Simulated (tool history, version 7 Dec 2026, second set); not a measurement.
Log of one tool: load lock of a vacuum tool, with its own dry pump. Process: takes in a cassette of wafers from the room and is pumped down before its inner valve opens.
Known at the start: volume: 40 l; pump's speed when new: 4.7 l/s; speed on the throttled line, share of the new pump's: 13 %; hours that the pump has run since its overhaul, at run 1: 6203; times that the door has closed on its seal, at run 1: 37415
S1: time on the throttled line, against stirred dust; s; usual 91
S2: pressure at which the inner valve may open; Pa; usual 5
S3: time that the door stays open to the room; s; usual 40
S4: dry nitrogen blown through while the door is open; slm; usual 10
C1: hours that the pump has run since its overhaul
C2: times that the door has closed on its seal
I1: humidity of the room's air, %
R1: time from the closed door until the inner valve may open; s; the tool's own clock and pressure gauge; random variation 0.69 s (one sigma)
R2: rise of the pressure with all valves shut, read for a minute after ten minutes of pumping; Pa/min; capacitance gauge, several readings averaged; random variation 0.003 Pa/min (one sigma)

run 1 hour=0.0 | S1=91 S2=5 S3=40 S4=10 | C1=6203 C2=37415 | I1=48.8 | R1=164.3 R2=0.111
run 2 hour=205.1 | S1=91 S2=5 S3=40 S4=10 | C1=6408 C2=38279 | I1=45.4 | R1=166.7 R2=0.111
run 3 hour=340.8 | S1=91 S2=5 S3=40 S4=10 | C1=6544 C2=38850 | I1=46.6 | R1=167.2 R2=0.112
run 4 hour=495.6 | S1=166 S2=5 S3=40 S4=10 | C1=6699 C2=39501 | I1=42.2 | R1=232.2 R2=0.115
run 5 hour=713.3 | S1=118 S2=5 S3=40 S4=10 | C1=6916 C2=40417 | I1=46.3 | R1=189.3 R2=0.126
run 6 hour=921.6 | S1=118 S2=5 S3=40 S4=10 | C1=7125 C2=41294 | I1=39.5 | R1=189.3 R2=0.118
run 7 hour=1085.9 | S1=91 S2=5 S3=40 S4=10 | C1=7289 C2=41986 | I1=41.1 | R1=167.3 R2=0.123
run 8 hour=1256.7 | S1=91 S2=5 S3=40 S4=10 | C1=7460 C2=42705 | I1=42.4 | R1=167.7 R2=0.129
run 9 hour=1416.1 | S1=91 S2=5 S3=40 S4=10 | C1=7619 C2=43376 | I1=43.3 | R1=166.6 R2=0.134
run 10 hour=1560.3 | S1=91 S2=5 S3=40 S4=10 | C1=7763 C2=43982 | I1=48.4 | R1=167.9 R2=0.132
run 11 hour=1712.8 | S1=91 S2=7 S3=40 S4=10 | C1=7916 C2=44624 | I1=44.4 | R1=163.7 R2=0.137
run 12 hour=1826.5 | S1=91 S2=7 S3=40 S4=10 | C1=8030 C2=45103 | I1=43.8 | R1=164.6 R2=0.142
run 13 hour=1929.8 | S1=91 S2=7 S3=40 S4=10 | C1=8133 C2=45538 | I1=45.8 | R1=164.6 R2=0.136
run 14 hour=2093.0 | S1=91 S2=7 S3=40 S4=10 | C1=8296 C2=46225 | I1=45.1 | R1=163.7 R2=0.136
run 15 hour=2266.1 | S1=91 S2=4 S3=31 S4=10 | C1=8469 C2=46953 | I1=43.0 | R1=168.3 R2=0.138
run 16 hour=2489.6 | S1=98 S2=5 S3=39 S4=10 | C1=8693 C2=47894 | I1=42.2 | R1=172.2 R2=0.150
run 17 hour=2645.7 | S1=97 S2=5 S3=40 S4=10 | C1=8849 C2=48550 | I1=46.8 | R1=172.6 R2=0.151
run 18 hour=2871.9 | S1=91 S2=5 S3=206 S4=10 | C1=9075 C2=49502 | I1=44.4 | R1=167.7 R2=0.188
run 19 hour=3099.5 | S1=91 S2=5 S3=206 S4=10 | C1=9303 C2=50461 | I1=47.8 | R1=168.2 R2=0.199
run 20 hour=3322.0 | S1=91 S2=5 S3=171 S4=10 | C1=9525 C2=51397 | I1=40.2 | R1=167.5 R2=0.186
run 21 hour=3515.1 | S1=91 S2=6 S3=100 S4=10 | C1=9718 C2=52210 | I1=44.1 | R1=165.2 R2=0.178
run 22 hour=3751.9 | S1=91 S2=6 S3=205 S4=10 | C1=9955 C2=53206 | I1=41.8 | R1=165.4 R2=0.204
run 23 hour=3904.0 | S1=91 S2=5 S3=40 S4=36 | C1=10107 C2=53846 | I1=42.5 | R1=168.1 R2=0.151
run 24 hour=4092.5 | S1=110 S2=5 S3=118 S4=36 | C1=10296 C2=54640 | I1=49.4 | R1=184.9 R2=0.176
run 25 hour=4329.4 | S1=110 S2=7 S3=118 S4=12 | C1=10532 C2=55637 | I1=47.9 | R1=181.1 R2=0.193

Hidden state or all else? Some run-to-run changes of R1, split into what the settings, what came in and random variation would give without the hidden state, and what is left for the hidden state (with any gauge scatter that isn't in both results):
The hidden state here: pump's speed, % of a new pump's; leak at the door's seal, Pa l/s; drift of the gauge itself on ready_s, %; drift of the gauge itself on rise_pa_min, %.
Run 3 -> 4: S1 91 -> 166. R1 +65.0 s: hidden state -0.2, all else +65.2.
Run 4 -> 5: S1 166 -> 118. R1 -42.9 s: hidden state +0.2, all else -43.1.
Run 14 -> 15: S2 7 -> 4, S3 40 -> 31. R1 +4.6 s: hidden state +0.4, all else +4.2.
Run 21 -> 22: S3 100 -> 205. R1 +0.2 s: hidden state +0.3, all else -0.1.
